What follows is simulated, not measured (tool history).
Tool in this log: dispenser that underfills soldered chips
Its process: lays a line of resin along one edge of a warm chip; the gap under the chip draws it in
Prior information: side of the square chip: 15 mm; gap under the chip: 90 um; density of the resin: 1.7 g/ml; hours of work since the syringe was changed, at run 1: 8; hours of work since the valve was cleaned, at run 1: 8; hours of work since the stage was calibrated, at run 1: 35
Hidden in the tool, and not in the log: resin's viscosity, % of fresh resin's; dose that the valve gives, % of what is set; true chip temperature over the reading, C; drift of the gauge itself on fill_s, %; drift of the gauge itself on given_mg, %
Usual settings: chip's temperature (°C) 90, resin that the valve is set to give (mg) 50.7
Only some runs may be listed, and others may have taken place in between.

| run | day | chip's temperature (°C) | resin that the valve is set to give (mg) | hours of work since the syringe was changed | hours of work since the valve was cleaned | hours of work since the stage was calibrated | time until the resin shows at the far edge (s) | resin that the valve gave (mg) |
|---|---|---|---|---|---|---|---|---|
| 1 | 0 | 90 | 50.7 | 8 | 8 | 35 | 260.1 | 49.98 |
|  | 0.05 | new syringe of resin |
| 2 | 0.383 | 90 | 50.7 | 6 | 16 | 42 | 232.4 | 50.07 |
|  | 0.525 | new syringe of resin |
| 3 | 0.658 | 90 | 50.7 | 3 | 21 | 47 | 182.4 | 49.68 |
| 4 | 0.921 | 90 | 50.7 | 8 | 26 | 53 | 255.2 | 49.71 |
|  | 1.012 | new syringe of resin |
| 5 | 1.317 | 90 | 50.7 | 6 | 33 | 60 | 227.3 | 49.56 |
|  | 1.488 | new syringe of resin |
| 6 | 1.696 | 90 | 50.7 | 4 | 40 | 67 | 197.8 | 49.02 |
|  | 1.954 | new syringe of resin |
| 7 | 2.083 | 90 | 50.7 | 2 | 47 | 74 | 186.5 | 48.86 |
| 8 | 2.321 | 90 | 44.4 | 7 | 52 | 79 | 249.1 | 42.66 |
|  | 2.438 | new syringe of resin |
| 9 | 2.575 | 90 | 44.4 | 3 | 56 | 83 | 196.7 | 42.46 |
|  | 2.908 | new syringe of resin |
| 10 | 2.908 | 79 | 44.4 | 0 | 63 | 89 | 282.3 | 42.43 |
| 11 | 3.312 | 98 | 44.5 | 8 | 70 | 97 | 190.6 | 41.98 |
|  | 3.396 | new syringe of resin |
| 12 | 3.525 | 98 | 44.5 | 3 | 74 | 101 | 137.9 | 41.96 |
|  | 3.871 | new syringe of resin |
| 13 | 3.933 | 98 | 44.5 | 1 | 82 | 109 | 131.2 | 41.65 |
| 14 | 4.2 | 79 | 58 | 6 | 87 | 114 | 398.3 | 53.9 |
|  | 4.354 | new syringe of resin |
| 15 | 4.438 | 79 | 58 | 2 | 91 | 118 | 285 | 53.32 |
|  | 4.825 | new syringe of resin |
| 16 | 4.825 | 79 | 58 | 0 | 98 | 125 | 270.6 | 53.3 |
| 17 | 5.204 | 89 | 48.2 | 7 | 106 | 133 | 275.8 | 44.35 |
|  | 5.3 | new syringe of resin |
| 18 | 5.538 | 89 | 48.2 | 5 | 112 | 139 | 225 | 43.93 |
|  | 5.788 | new syringe of resin |
| 19 | 5.9 | 90 | 45.6 | 2 | 119 | 145 | 198.3 | 41.4 |
|  | 6.012 | dispensing valve cleaned and set on the balance |
| 20 | 6.192 | 92 | 45.7 | 7 | 3 | 150 | 234.7 | 45.43 |

Below are 5 alternative next runs, each starting from the tool's condition after run 20. Predict each:
|  | 6.329 | new syringe of resin |
| A | 6.438 | 76 | 65 | 2 | 8 | 155 | ? | ? |
|  | 6.329 | new syringe of resin |
| B | 6.438 | 79 | 57.7 | 2 | 8 | 155 | ? | ? |
|  | 6.329 | new syringe of resin |
| C | 6.438 | 77 | 49.3 | 2 | 8 | 155 | ? | ? |
|  | 6.329 | new syringe of resin |
| D | 6.438 | 92 | 54.1 | 2 | 8 | 155 | ? | ? |
|  | 6.329 | new syringe of resin |
| E | 6.438 | 80 | 45.7 | 2 | 8 | 155 | ? | ? |

| run | time until the resin shows at the far edge (s) | resin that the valve gave (mg) |
|---|---|---|
| A | 347.4 | 64.28 |
| B | 299.8 | 57.25 |
| C | 330.7 | 48.76 |
| D | 165.8 | 53.61 |
| E | 298.2 | 45.09 |
Without the tool's hidden state the same runs would have given:
| run | time until the resin shows at the far edge (s) | resin that the valve gave (mg) |
|---|---|---|
| A | 293.1 | 64.8 |
| B | 253 | 57.72 |
| C | 278.7 | 49.15 |
| D | 140.4 | 54.04 |
| E | 251.3 | 45.46 |
